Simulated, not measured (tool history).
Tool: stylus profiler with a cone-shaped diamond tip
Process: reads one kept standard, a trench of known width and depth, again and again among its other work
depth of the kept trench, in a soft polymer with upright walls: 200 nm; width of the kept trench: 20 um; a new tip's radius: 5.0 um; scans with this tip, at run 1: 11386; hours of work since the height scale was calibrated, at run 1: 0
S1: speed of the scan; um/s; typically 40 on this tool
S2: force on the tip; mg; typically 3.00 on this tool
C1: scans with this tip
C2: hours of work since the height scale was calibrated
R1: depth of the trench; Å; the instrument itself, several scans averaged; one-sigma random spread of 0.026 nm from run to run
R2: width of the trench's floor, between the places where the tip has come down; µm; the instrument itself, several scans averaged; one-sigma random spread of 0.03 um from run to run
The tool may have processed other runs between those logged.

run 1 day=0.000 | S1=40 S2=3.00 | C1=11386 C2=0 | R1=2028.9 R2=15.39
run 2 day=1.725 | S1=40 S2=3.00 | C1=11655 C2=26 | R1=2029.0 R2=15.29
run 3 day=3.796 | S1=40 S2=3.00 | C1=11977 C2=58 | R1=2029.0 R2=15.30
run 4 day=6.283 | S1=40 S2=3.00 | C1=12365 C2=96 | R1=2029.3 R2=15.30
run 5 day=8.871 | S1=20 S2=3.00 | C1=12768 C2=135 | R1=2029.1 R2=15.30
run 6 day=11.117 | S1=48 S2=3.00 | C1=13118 C2=169 | R1=2029.3 R2=15.17
run 7 day=14.008 | S1=40 S2=3.36 | C1=13569 C2=213 | R1=2031.6 R2=15.13
run 8 day=17.083 | S1=40 S2=3.36 | C1=14048 C2=260 | R1=2032.3 R2=15.03
run 9 day=18.912 | S1=40 S2=3.00 | C1=14333 C2=288 | R1=2029.9 R2=15.07
run 10 day=22.133 | S1=50 S2=3.00 | C1=14835 C2=337 | R1=2030.4 R2=14.93
run 11 day=25.129 | S1=88 S2=3.00 | C1=15302 C2=382 | R1=2030.2 R2=14.68
run 12 day=27.179 | S1=40 S2=3.00 | C1=15621 C2=413 | R1=2030.6 R2=14.90
run 13 day=29.375 | S1=40 S2=3.00 | C1=15964 C2=447 | R1=2031.0 R2=14.85
run 14 day=31.875 | S1=40 S2=3.00 | C1=16353 C2=485 | R1=2030.9 R2=14.81
run 15 day=34.517 | S1=40 S2=4.68 | C1=16765 C2=525 | R1=2040.7 R2=14.90
run 16 day=36.946 | S1=40 S2=3.00 | C1=17144 C2=562 | R1=2031.4 R2=14.79
run 17 day=39.958 | S1=40 S2=3.00 | C1=17613 C2=608 | R1=2031.4 R2=14.72
run 18 day=42.946 | S1=40 S2=3.00 | C1=18078 C2=653 | R1=2031.5 R2=14.62
run 19 day=46.092 | S1=40 S2=2.55 | C1=18568 C2=701 | R1=2028.8 R2=14.57
run 20 day=48.188 | S1=40 S2=3.00 | C1=18895 C2=733 | R1=2031.8 R2=14.59
-- day=49.971 new tip fitted, height scale calibrated
run 21 day=51.196 | S1=40 S2=3.00 | C1=191 C2=19 | R1=2027.0 R2=17.00
run 22 day=53.708 | S1=40 S2=2.06 | C1=582 C2=57 | R1=2020.9 R2=16.81
run 23 day=55.225 | S1=40 S2=1.04 | C1=818 C2=80 | R1=2013.5 R2=16.65
run 24 day=58.488 | S1=120 S2=2.61 | C1=1327 C2=130 | R1=2025.3 R2=16.33
run 25 day=60.675 | S1=120 S2=2.61 | C1=1668 C2=163 | R1=2024.8 R2=16.29
run 26 day=62.600 | S1=35 S2=3.50 | C1=1968 C2=192 | R1=2031.0 R2=16.65
run 27 day=65.042 | S1=19 S2=1.49 | C1=2348 C2=229 | R1=2017.4 R2=16.68
run 28 day=67.625 | S1=19 S2=1.49 | C1=2751 C2=268 | R1=2017.8 R2=16.58
run 29 day=69.600 | S1=42 S2=5.37 | C1=3059 C2=299 | R1=2040.8 R2=16.53
run 30 day=71.862 | S1=70 S2=3.00 | C1=3411 C2=333 | R1=2027.7 R2=16.38
run 31 day=74.696 | S1=31 S2=8.19 | C1=3853 C2=376 | R1=2055.2 R2=16.43
run 32 day=77.262 | S1=31 S2=8.19 | C1=4253 C2=415 | R1=2054.4 R2=16.38
run 33 day=79.867 | S1=22 S2=1.41 | C1=4659 C2=455 | R1=2017.4 R2=16.31
run 34 day=81.383 | S1=27 S2=1.12 | C1=4895 C2=478 | R1=2015.7 R2=16.17
run 35 day=83.925 | S1=12 S2=2.10 | C1=5291 C2=516 | R1=2023.4 R2=16.29
run 36 day=87.208 | S1=32 S2=1.67 | C1=5803 C2=566 | R1=2020.4 R2=16.09
run 37 day=89.588 | S1=32 S2=1.67 | C1=6173 C2=602 | R1=2020.4 R2=15.96
run 38 day=91.117 | S1=32 S2=1.67 | C1=6412 C2=626 | R1=2020.5 R2=16.01
run 39 day=92.688 | S1=88 S2=4.01 | C1=6657 C2=650 | R1=2035.1 R2=15.78
run 40 day=95.975 | S1=75 S2=6.23 | C1=7169 C2=700 | R1=2047.4 R2=15.86
run 41 day=99.292 | S1=82 S2=7.58 | C1=7685 C2=750 | R1=2053.8 R2=15.73
run 42 day=100.950 | S1=82 S2=7.58 | C1=7944 C2=775 | R1=2053.8 R2=15.76
run 43 day=103.942 | S1=30 S2=1.41 | C1=8410 C2=821 | R1=2019.3 R2=15.74
run 44 day=105.517 | S1=12 S2=4.70 | C1=8656 C2=845 | R1=2040.1 R2=15.83
run 45 day=108.050 | S1=120 S2=1.58 | C1=9050 C2=883 | R1=2021.4 R2=15.10

Selected run-to-run steps in R1, each split into two signed amounts: the part the tool would show with no hidden state at all (from settings, incoming material and random variation), and the remainder, which goes to the hidden state together with any gauge scatter not common to the measured and the hidden-state-free results:
Hidden conditions of the tool in this case: radius of the tip, um; height scale over the true one, %; drift of the gauge itself on depth_nm, %; drift of the gauge itself on floor_um, %.
Run 20 -> 21: new tip fitted, height scale calibrated. R1 -4.8 Å: hidden state -4.9, all else +0.1.
Run 23 -> 24: S1 40 -> 120, S2 1.04 -> 2.61. R1 +11.8 Å: hidden state +0.3, all else +11.5.
Run 30 -> 31: S1 70 -> 31, S2 3.00 -> 8.19. R1 +27.5 Å: hidden state +0.2, all else +27.3.
Run 32 -> 33: S1 31 -> 22, S2 8.19 -> 1.41. R1 -37.0 Å: hidden state +0.2, all else -37.2.
Run 35 -> 36: S1 12 -> 32, S2 2.10 -> 1.67. R1 -3.0 Å: hidden state +0.3, all else -3.3.
Run 42 -> 43: S1 82 -> 30, S2 7.58 -> 1.41. R1 -34.5 Å: hidden state +0.2, all else -34.7.
